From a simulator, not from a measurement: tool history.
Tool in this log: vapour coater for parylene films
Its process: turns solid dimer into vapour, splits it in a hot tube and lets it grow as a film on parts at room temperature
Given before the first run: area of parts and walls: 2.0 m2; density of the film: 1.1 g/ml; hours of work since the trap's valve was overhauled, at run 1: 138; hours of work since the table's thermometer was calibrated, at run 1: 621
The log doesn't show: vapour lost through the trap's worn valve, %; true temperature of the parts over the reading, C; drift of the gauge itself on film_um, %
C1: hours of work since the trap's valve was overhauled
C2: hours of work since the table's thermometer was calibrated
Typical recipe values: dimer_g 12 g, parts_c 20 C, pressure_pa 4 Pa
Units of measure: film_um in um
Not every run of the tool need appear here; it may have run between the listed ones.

Run 1, day 0: usual settings; C1 138; C2 621. Result: film_um 4.05 um.
Run 2, day 1.142: usual settings but dimer_g 9 g; C1 149; C2 632. Result: film_um 3.03 um.
Run 3, day 2.454: usual settings but dimer_g 9 g; C1 162; C2 645. Result: film_um 2.98 um.
Run 4, day 3.55: usual settings but dimer_g 9 g; C1 173; C2 656. Result: film_um 2.97 um.
Run 5, day 5.542: usual settings but dimer_g 9 g; C1 193; C2 676. Result: film_um 3 um.
Run 6, day 7.171: usual settings but dimer_g 9 g; C1 209; C2 692. Result: film_um 2.98 um.
Run 7, day 8.779: usual settings but dimer_g 9 g; C1 225; C2 707. Result: film_um 2.98 um.
Run 8, day 10.188: usual settings but dimer_g 9 g; C1 239; C2 721. Result: film_um 2.98 um.
Run 9, day 11.404: usual settings but dimer_g 9 g; C1 251; C2 733. Result: film_um 3.02 um.
Run 10, day 13.421: usual settings but dimer_g 9 g; C1 270; C2 753. Result: film_um 2.95 um.
Run 11, day 15.754: usual settings but dimer_g 9 g; C1 293; C2 776. Result: film_um 2.94 um.
Run 12, day 17.554: usual settings; C1 311; C2 794. Result: film_um 3.97 um.
Run 13, day 19.646: usual settings but parts_c 21 C; C1 332; C2 815. Result: film_um 3.82 um.
Run 14, day 21.067: usual settings but parts_c 21 C; C1 346; C2 829. Result: film_um 3.85 um.
Run 15, day 22.971: usual settings but parts_c 21 C; C1 365; C2 848. Result: film_um 3.73 um.
Run 16, day 25.446: usual settings but parts_c 21 C; C1 389; C2 872. Result: film_um 3.81 um.
Run 17, day 26.517: usual settings; C1 400; C2 883. Result: film_um 3.94 um.
Run 18, day 28.217: usual settings; C1 417; C2 899. Result: film_um 3.88 um.
Run 19, day 29.925: usual settings; C1 433; C2 916. Result: film_um 3.87 um.
Run 20, day 32.338: usual settings but dimer_g 16 g; C1 457; C2 940. Result: film_um 5.1 um.
Run 21, day 34.462: usual settings but dimer_g 16 g; C1 478; C2 961. Result: film_um 5.21 um.
Run 22, day 35.996: usual settings but dimer_g 16 g; C1 493; C2 976. Result: film_um 5.08 um.
Run 23, day 38.225: usual settings but dimer_g 16 g, parts_c 28 C; C1 515; C2 998. Result: film_um 4.06 um.
Run 24, day 39.267: usual settings but dimer_g 16 g, parts_c 28 C; C1 526; C2 1008. Result: film_um 4.02 um.
Run 25, day 40.654: usual settings but dimer_g 16 g, parts_c 28 C; C1 539; C2 1022. Result: film_um 4.08 um.
Run 26, day 42.162: usual settings but dimer_g 16 g, parts_c 14 C, pressure_pa 7.92 Pa; C1 554; C2 1037. Result: film_um 5.61 um.
Run 27, day 43.288: usual settings but dimer_g 20 g, parts_c 25 C, pressure_pa 3.64 Pa; C1 565; C2 1048. Result: film_um 5.65 um.
Run 28, day 44.342: usual settings but parts_c 16 C; C1 576; C2 1059. Result: film_um 4.23 um.
Run 29, day 45.45: usual settings but parts_c 16 C; C1 587; C2 1070. Result: film_um 4.29 um.
Run 30, day 46.608: usual settings but dimer_g 13 g, parts_c 16 C, pressure_pa 3.89 Pa; C1 598; C2 1081. Result: film_um 4.7 um.
Run 31, day 49.088: usual settings but dimer_g 13 g, parts_c 16 C, pressure_pa 3.89 Pa; C1 623; C2 1105. Result: film_um 4.61 um.
Run 32, day 51.025: usual settings but dimer_g 16 g, pressure_pa 9.83 Pa; C1 642; C2 1125. Result: film_um 4.65 um.
Run 33, day 52.971: usual settings but dimer_g 16 g, pressure_pa 9.83 Pa; C1 661; C2 1144. Result: film_um 4.56 um.
Run 34, day 54.442: usual settings but dimer_g 20 g, parts_c 25 C, pressure_pa 3.61 Pa; C1 675; C2 1158. Result: film_um 5.62 um.
At day 55.067: trap's valve overhauled.
Run 35, day 55.65: usual settings but dimer_g 20 g, parts_c 25 C, pressure_pa 3.61 Pa; C1 6; C2 1169. Result: film_um 5.86 um.
Run 36, day 56.688: usual settings but dimer_g 20 g, parts_c 25 C, pressure_pa 3.61 Pa; C1 16; C2 1179. Result: film_um 5.83 um.
Run 37, day 59.167: usual settings but dimer_g 15 g, parts_c 14 C; C1 40; C2 1203. Result: film_um 5.88 um.
Run 38, day 60.383: usual settings but dimer_g 15 g, parts_c 14 C; C1 53; C2 1215. Result: film_um 5.88 um.
Run 39, day 62.504: usual settings but dimer_g 8 g, pressure_pa 7.72 Pa; C1 73; C2 1236. Result: film_um 2.42 um.
Run 40, day 64.079: usual settings but dimer_g 13 g, parts_c 15 C, pressure_pa 2.3 Pa; C1 89; C2 1252. Result: film_um 5.36 um.
Run 41, day 65.654: usual settings but dimer_g 21 g, parts_c 18 C, pressure_pa 10.62 Pa; C1 105; C2 1267. Result: film_um 6.57 um.
Run 42, day 67.879: usual settings but dimer_g 21 g, parts_c 18 C, pressure_pa 3.84 Pa; C1 127; C2 1289. Result: film_um 7.38 um.
Run 43, day 70.312: usual settings but dimer_g 22 g, parts_c 19 C, pressure_pa 7.64 Pa; C1 151; C2 1313. Result: film_um 7.03 um.
Run 44, day 71.654: usual settings but dimer_g 15 g, pressure_pa 3.25 Pa; C1 164; C2 1327. Result: film_um 5.11 um.

What differs in the tool's unlogged condition from the final listed run ahead of each entry between runs to the first listed run following it?
Runs 34 to 35: trap's valve overhauled (day 55.067)
  vapour lost through the trap's worn valve, %: 6.1 -> 0.5; true temperature of the parts over the reading, C: 0.78 -> 0.79
  difference, measured minus the result without the unlogged condition, film_um: -0.5 -> -0.16 um

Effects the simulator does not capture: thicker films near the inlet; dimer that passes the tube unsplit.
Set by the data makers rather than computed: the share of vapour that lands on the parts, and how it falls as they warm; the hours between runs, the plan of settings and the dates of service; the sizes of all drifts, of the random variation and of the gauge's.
